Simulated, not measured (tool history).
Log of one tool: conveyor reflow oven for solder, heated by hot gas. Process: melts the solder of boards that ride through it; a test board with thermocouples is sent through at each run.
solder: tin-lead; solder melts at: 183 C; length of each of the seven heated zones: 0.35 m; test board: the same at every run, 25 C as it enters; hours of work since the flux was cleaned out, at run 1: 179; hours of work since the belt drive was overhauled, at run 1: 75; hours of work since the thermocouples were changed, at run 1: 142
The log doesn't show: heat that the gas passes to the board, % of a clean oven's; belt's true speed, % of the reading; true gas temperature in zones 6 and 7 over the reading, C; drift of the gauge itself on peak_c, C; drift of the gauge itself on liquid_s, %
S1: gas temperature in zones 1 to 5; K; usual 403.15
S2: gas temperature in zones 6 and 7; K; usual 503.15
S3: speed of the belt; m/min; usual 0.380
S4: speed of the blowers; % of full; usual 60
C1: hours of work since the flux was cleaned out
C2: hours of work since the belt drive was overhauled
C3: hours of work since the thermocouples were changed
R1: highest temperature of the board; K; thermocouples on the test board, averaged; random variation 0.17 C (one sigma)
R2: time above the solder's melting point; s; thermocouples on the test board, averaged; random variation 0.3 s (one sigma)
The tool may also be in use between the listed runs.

{"run": 1, "day": 0.0, "S1": 403.15, "S2": 503.15, "S3": 0.38, "S4": 60, "C1": 179, "C2": 75, "C3": 142, "R1": 483.75, "R2": 69.3}
{"run": 2, "day": 0.358, "S1": 403.15, "S2": 503.15, "S3": 0.38, "S4": 60, "C1": 184, "C2": 80, "C3": 146, "R1": 483.85, "R2": 69.9}
{"run": 3, "day": 0.654, "S1": 403.15, "S2": 503.15, "S3": 0.38, "S4": 60, "C1": 188, "C2": 84, "C3": 150, "R1": 483.45, "R2": 69.2}
{"run": 4, "day": 0.854, "S1": 409.15, "S2": 503.15, "S3": 0.38, "S4": 60, "C1": 190, "C2": 87, "C3": 153, "R1": 484.95, "R2": 73.9}
{"run": 5, "day": 1.121, "S1": 409.15, "S2": 503.15, "S3": 0.38, "S4": 60, "C1": 194, "C2": 90, "C3": 157, "R1": 484.85, "R2": 73.8}
{"run": 6, "day": 1.546, "S1": 409.15, "S2": 503.15, "S3": 0.38, "S4": 60, "C1": 200, "C2": 96, "C3": 163, "R1": 484.65, "R2": 73.9}
{"run": 7, "day": 1.9, "S1": 409.15, "S2": 503.15, "S3": 0.38, "S4": 60, "C1": 205, "C2": 101, "C3": 168, "R1": 484.75, "R2": 73.8}
{"run": 8, "day": 2.3, "S1": 409.15, "S2": 503.15, "S3": 0.38, "S4": 60, "C1": 210, "C2": 106, "C3": 173, "R1": 484.65, "R2": 73.4}
{"run": 9, "day": 2.658, "S1": 409.15, "S2": 503.15, "S3": 0.38, "S4": 60, "C1": 215, "C2": 111, "C3": 178, "R1": 484.85, "R2": 73.9}
{"run": 10, "day": 2.971, "S1": 403.15, "S2": 503.15, "S3": 0.38, "S4": 60, "C1": 219, "C2": 116, "C3": 182, "R1": 483.45, "R2": 69.1}
{"run": 11, "day": 3.412, "S1": 403.15, "S2": 503.15, "S3": 0.38, "S4": 60, "C1": 225, "C2": 122, "C3": 188, "R1": 483.35, "R2": 69.3}
{"run": 12, "day": 3.808, "S1": 403.15, "S2": 503.15, "S3": 0.38, "S4": 60, "C1": 231, "C2": 127, "C3": 194, "R1": 483.15, "R2": 68.9}
{"run": 13, "day": 4.004, "S1": 403.15, "S2": 503.15, "S3": 0.38, "S4": 60, "C1": 233, "C2": 130, "C3": 196, "R1": 483.25, "R2": 68.8}
{"run": 14, "day": 4.475, "S1": 405.15, "S2": 503.15, "S3": 0.38, "S4": 60, "C1": 240, "C2": 136, "C3": 203, "R1": 483.75, "R2": 70.2}
{"day": 4.717, "done": "flux residue cleaned out of gas plates and filters"}
{"run": 15, "day": 5.008, "S1": 403.15, "S2": 503.15, "S3": 0.33, "S4": 60, "C1": 4, "C2": 141, "C3": 207, "R1": 486.45, "R2": 85.5}
{"run": 16, "day": 5.279, "S1": 403.15, "S2": 503.15, "S3": 0.33, "S4": 60, "C1": 8, "C2": 144, "C3": 211, "R1": 486.65, "R2": 85.8}
{"run": 17, "day": 5.55, "S1": 403.15, "S2": 503.15, "S3": 0.427, "S4": 60, "C1": 11, "C2": 148, "C3": 215, "R1": 477.25, "R2": 50.4}
{"run": 18, "day": 5.958, "S1": 403.15, "S2": 498.15, "S3": 0.427, "S4": 64, "C1": 17, "C2": 154, "C3": 220, "R1": 473.75, "R2": 45.4}
{"run": 19, "day": 6.346, "S1": 403.15, "S2": 510.15, "S3": 0.427, "S4": 79, "C1": 22, "C2": 159, "C3": 225, "R1": 486.05, "R2": 64.4}
{"run": 20, "day": 6.571, "S1": 403.15, "S2": 510.15, "S3": 0.427, "S4": 79, "C1": 25, "C2": 162, "C3": 228, "R1": 486.15, "R2": 64.2}
{"day": 7.012, "done": "flux residue cleaned out of gas plates and filters, once more"}
{"run": 21, "day": 7.096, "S1": 403.15, "S2": 510.15, "S3": 0.427, "S4": 79, "C1": 1, "C2": 166, "C3": 233, "R1": 491.25, "R2": 70.9}
{"run": 22, "day": 7.362, "S1": 391.15, "S2": 508.15, "S3": 0.38, "S4": 60, "C1": 5, "C2": 170, "C3": 236, "R1": 487.25, "R2": 69.9}
{"run": 23, "day": 7.671, "S1": 396.15, "S2": 494.15, "S3": 0.379, "S4": 60, "C1": 9, "C2": 174, "C3": 241, "R1": 476.65, "R2": 56.6}
{"run": 24, "day": 7.933, "S1": 403.15, "S2": 503.15, "S3": 0.416, "S4": 60, "C1": 13, "C2": 178, "C3": 244, "R1": 482.45, "R2": 61.2}
{"run": 25, "day": 8.358, "S1": 403.15, "S2": 503.15, "S3": 0.416, "S4": 60, "C1": 18, "C2": 184, "C3": 250, "R1": 482.25, "R2": 60.9}
{"run": 26, "day": 8.825, "S1": 403.15, "S2": 503.15, "S3": 0.416, "S4": 60, "C1": 25, "C2": 190, "C3": 256, "R1": 482.25, "R2": 61.1}
{"run": 27, "day": 9.212, "S1": 403.15, "S2": 503.15, "S3": 0.453, "S4": 60, "C1": 30, "C2": 195, "C3": 262, "R1": 478.75, "R2": 50.5}
{"run": 28, "day": 9.492, "S1": 417.15, "S2": 516.15, "S3": 0.345, "S4": 60, "C1": 34, "C2": 199, "C3": 266, "R1": 502.15, "R2": 107.0}
{"run": 29, "day": 9.746, "S1": 403.15, "S2": 503.15, "S3": 0.384, "S4": 85, "C1": 37, "C2": 202, "C3": 269, "R1": 489.85, "R2": 77.8}
{"run": 30, "day": 9.971, "S1": 403.15, "S2": 497.15, "S3": 0.384, "S4": 85, "C1": 40, "C2": 206, "C3": 272, "R1": 484.05, "R2": 72.0}

3 ways to go on from here, each from the tool as it stands after run 30. What would each give?
{"run": "A", "day": 10.217, "S1": 403.15, "S2": 492.15, "S3": 0.38, "S4": 60, "C1": 44, "C2": 209, "C3": 275, "R1": "?", "R2": "?"}
{"run": "B", "day": 10.217, "S1": 403.15, "S2": 500.15, "S3": 0.38, "S4": 51, "C1": 44, "C2": 209, "C3": 275, "R1": "?", "R2": "?"}
{"run": "C", "day": 10.217, "S1": 416.15, "S2": 500.15, "S3": 0.45, "S4": 60, "C1": 44, "C2": 209, "C3": 275, "R1": "?", "R2": "?"}

run=A R1=476.05 R2=58.0
run=B R1=480.25 R2=64.3
run=C R1=479.95 R2=58.0
Without the tool's hidden state the same runs would have given:
run=A R1=475.35 R2=57.1
run=B R1=479.65 R2=63.5
run=C R1=479.45 R2=57.5
